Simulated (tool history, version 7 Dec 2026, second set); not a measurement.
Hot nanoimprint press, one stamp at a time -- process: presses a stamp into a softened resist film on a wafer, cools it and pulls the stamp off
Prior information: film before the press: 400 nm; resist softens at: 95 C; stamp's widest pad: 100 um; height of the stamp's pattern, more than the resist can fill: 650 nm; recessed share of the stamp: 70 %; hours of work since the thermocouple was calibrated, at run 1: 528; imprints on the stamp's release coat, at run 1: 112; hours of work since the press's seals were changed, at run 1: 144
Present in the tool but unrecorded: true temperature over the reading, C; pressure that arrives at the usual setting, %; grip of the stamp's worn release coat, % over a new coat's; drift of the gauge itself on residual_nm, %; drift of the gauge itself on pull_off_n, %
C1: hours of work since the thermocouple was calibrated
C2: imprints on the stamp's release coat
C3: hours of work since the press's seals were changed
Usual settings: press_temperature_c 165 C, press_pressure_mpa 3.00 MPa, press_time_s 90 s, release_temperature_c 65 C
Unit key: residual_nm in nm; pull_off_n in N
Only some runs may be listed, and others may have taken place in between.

{"run": 1, "day": 0.0, "press_temperature_c": 165, "press_pressure_mpa": 3.0, "press_time_s": 90, "release_temperature_c": 65, "C1": 528, "C2": 112, "C3": 144, "residual_nm": 152.9, "pull_off_n": 210}
{"run": 2, "day": 1.433, "press_temperature_c": 165, "press_pressure_mpa": 3.0, "press_time_s": 90, "release_temperature_c": 65, "C1": 543, "C2": 185, "C3": 160, "residual_nm": 150.9, "pull_off_n": 209}
{"run": 3, "day": 2.379, "press_temperature_c": 165, "press_pressure_mpa": 3.0, "press_time_s": 90, "release_temperature_c": 65, "C1": 553, "C2": 233, "C3": 170, "residual_nm": 150.5, "pull_off_n": 216}
{"run": 4, "day": 3.588, "press_temperature_c": 165, "press_pressure_mpa": 3.0, "press_time_s": 90, "release_temperature_c": 66, "C1": 566, "C2": 295, "C3": 183, "residual_nm": 151.8, "pull_off_n": 218}
{"run": 5, "day": 5.054, "press_temperature_c": 165, "press_pressure_mpa": 3.0, "press_time_s": 90, "release_temperature_c": 66, "C1": 582, "C2": 370, "C3": 198, "residual_nm": 150.2, "pull_off_n": 227}
{"run": 6, "day": 6.05, "press_temperature_c": 165, "press_pressure_mpa": 3.0, "press_time_s": 90, "release_temperature_c": 66, "C1": 592, "C2": 420, "C3": 209, "residual_nm": 150.5, "pull_off_n": 228}
{"day": 6.3, "done": "plate thermocouple calibrated"}
{"run": 7, "day": 6.817, "press_temperature_c": 165, "press_pressure_mpa": 3.0, "press_time_s": 168, "release_temperature_c": 66, "C1": 5, "C2": 453, "C3": 216, "residual_nm": 113.1, "pull_off_n": 236}
{"run": 8, "day": 8.058, "press_temperature_c": 165, "press_pressure_mpa": 3.0, "press_time_s": 168, "release_temperature_c": 66, "C1": 19, "C2": 517, "C3": 229, "residual_nm": 112.1, "pull_off_n": 248}
{"run": 9, "day": 9.188, "press_temperature_c": 165, "press_pressure_mpa": 2.88, "press_time_s": 168, "release_temperature_c": 66, "C1": 31, "C2": 574, "C3": 241, "residual_nm": 113.6, "pull_off_n": 243}
{"run": 10, "day": 10.296, "press_temperature_c": 160, "press_pressure_mpa": 3.0, "press_time_s": 90, "release_temperature_c": 65, "C1": 43, "C2": 631, "C3": 253, "residual_nm": 178.7, "pull_off_n": 255}
{"run": 11, "day": 11.6, "press_temperature_c": 160, "press_pressure_mpa": 3.0, "press_time_s": 90, "release_temperature_c": 65, "C1": 57, "C2": 697, "C3": 267, "residual_nm": 177.5, "pull_off_n": 257}
{"run": 12, "day": 13.046, "press_temperature_c": 160, "press_pressure_mpa": 3.0, "press_time_s": 69, "release_temperature_c": 65, "C1": 72, "C2": 771, "C3": 282, "residual_nm": 194.4, "pull_off_n": 254}
{"run": 13, "day": 14.146, "press_temperature_c": 160, "press_pressure_mpa": 3.0, "press_time_s": 69, "release_temperature_c": 65, "C1": 84, "C2": 827, "C3": 294, "residual_nm": 195.3, "pull_off_n": 259}
{"run": 14, "day": 15.383, "press_temperature_c": 163, "press_pressure_mpa": 3.0, "press_time_s": 90, "release_temperature_c": 65, "C1": 97, "C2": 890, "C3": 307, "residual_nm": 156.5, "pull_off_n": 270}
{"day": 15.779, "done": "plate thermocouple calibrated, once more"}
{"run": 15, "day": 17.0, "press_temperature_c": 163, "press_pressure_mpa": 3.0, "press_time_s": 90, "release_temperature_c": 65, "C1": 13, "C2": 966, "C3": 323, "residual_nm": 187.3, "pull_off_n": 291}
{"day": 17.479, "done": "stamp cleaned and given a new release coat"}
{"run": 16, "day": 18.708, "press_temperature_c": 163, "press_pressure_mpa": 3.0, "press_time_s": 90, "release_temperature_c": 65, "C1": 29, "C2": 63, "C3": 339, "residual_nm": 187.5, "pull_off_n": 208}
{"run": 17, "day": 20.221, "press_temperature_c": 163, "press_pressure_mpa": 3.0, "press_time_s": 90, "release_temperature_c": 65, "C1": 45, "C2": 140, "C3": 355, "residual_nm": 186.7, "pull_off_n": 209}
{"run": 18, "day": 21.508, "press_temperature_c": 165, "press_pressure_mpa": 3.0, "press_time_s": 86, "release_temperature_c": 65, "C1": 59, "C2": 205, "C3": 369, "residual_nm": 173.0, "pull_off_n": 218}
{"run": 19, "day": 23.083, "press_temperature_c": 165, "press_pressure_mpa": 2.93, "press_time_s": 90, "release_temperature_c": 65, "C1": 75, "C2": 286, "C3": 386, "residual_nm": 170.5, "pull_off_n": 223}
{"run": 20, "day": 24.329, "press_temperature_c": 165, "press_pressure_mpa": 2.93, "press_time_s": 90, "release_temperature_c": 65, "C1": 89, "C2": 350, "C3": 399, "residual_nm": 171.2, "pull_off_n": 229}
{"run": 21, "day": 25.712, "press_temperature_c": 165, "press_pressure_mpa": 2.93, "press_time_s": 90, "release_temperature_c": 69, "C1": 103, "C2": 420, "C3": 414, "residual_nm": 170.4, "pull_off_n": 230}
{"run": 22, "day": 26.658, "press_temperature_c": 171, "press_pressure_mpa": 2.95, "press_time_s": 62, "release_temperature_c": 55, "C1": 114, "C2": 468, "C3": 424, "residual_nm": 148.3, "pull_off_n": 267}
{"run": 23, "day": 27.583, "press_temperature_c": 171, "press_pressure_mpa": 2.19, "press_time_s": 66, "release_temperature_c": 55, "C1": 123, "C2": 515, "C3": 434, "residual_nm": 168.6, "pull_off_n": 267}
{"run": 24, "day": 28.892, "press_temperature_c": 175, "press_pressure_mpa": 1.97, "press_time_s": 66, "release_temperature_c": 52, "C1": 137, "C2": 582, "C3": 448, "residual_nm": 151.8, "pull_off_n": 280}
{"run": 25, "day": 30.15, "press_temperature_c": 175, "press_pressure_mpa": 1.97, "press_time_s": 66, "release_temperature_c": 52, "C1": 151, "C2": 646, "C3": 461, "residual_nm": 150.8, "pull_off_n": 290}
{"run": 26, "day": 31.458, "press_temperature_c": 175, "press_pressure_mpa": 1.97, "press_time_s": 66, "release_temperature_c": 52, "C1": 165, "C2": 713, "C3": 475, "residual_nm": 151.1, "pull_off_n": 297}
{"run": 27, "day": 32.5, "press_temperature_c": 165, "press_pressure_mpa": 2.82, "press_time_s": 94, "release_temperature_c": 61, "C1": 176, "C2": 766, "C3": 486, "residual_nm": 169.3, "pull_off_n": 269}
{"run": 28, "day": 34.054, "press_temperature_c": 171, "press_pressure_mpa": 3.0, "press_time_s": 138, "release_temperature_c": 67, "C1": 193, "C2": 846, "C3": 503, "residual_nm": 106.7, "pull_off_n": 264}
{"run": 29, "day": 35.45, "press_temperature_c": 168, "press_pressure_mpa": 3.0, "press_time_s": 90, "release_temperature_c": 65, "C1": 208, "C2": 917, "C3": 518, "residual_nm": 143.0, "pull_off_n": 270}

Forecast each of these 4 alternatives for the next run:
{"run": "A", "day": 36.188, "press_temperature_c": 168, "press_pressure_mpa": 2.21, "press_time_s": 90, "release_temperature_c": 65, "C1": 215, "C2": 955, "C3": 526, "residual_nm": "?", "pull_off_n": "?"}
{"run": "B", "day": 36.188, "press_temperature_c": 168, "press_pressure_mpa": 3.89, "press_time_s": 117, "release_temperature_c": 65, "C1": 215, "C2": 955, "C3": 526, "residual_nm": "?", "pull_off_n": "?"}
{"run": "C", "day": 36.188, "press_temperature_c": 166, "press_pressure_mpa": 3.62, "press_time_s": 90, "release_temperature_c": 72, "C1": 215, "C2": 955, "C3": 526, "residual_nm": "?", "pull_off_n": "?"}
{"run": "D", "day": 36.188, "press_temperature_c": 177, "press_pressure_mpa": 3.07, "press_time_s": 90, "release_temperature_c": 71, "C1": 215, "C2": 955, "C3": 526, "residual_nm": "?", "pull_off_n": "?"}

run=A residual_nm=167.7 pull_off_n=283
run=B residual_nm=112.7 pull_off_n=285
run=C residual_nm=142.6 pull_off_n=271
run=D residual_nm=96.5 pull_off_n=270
Had the tool no hidden state, the same runs would have come out as:
run=A residual_nm=173.0 pull_off_n=199
run=B residual_nm=115.7 pull_off_n=201
run=C residual_nm=146.6 pull_off_n=190
run=D residual_nm=98.9 pull_off_n=190

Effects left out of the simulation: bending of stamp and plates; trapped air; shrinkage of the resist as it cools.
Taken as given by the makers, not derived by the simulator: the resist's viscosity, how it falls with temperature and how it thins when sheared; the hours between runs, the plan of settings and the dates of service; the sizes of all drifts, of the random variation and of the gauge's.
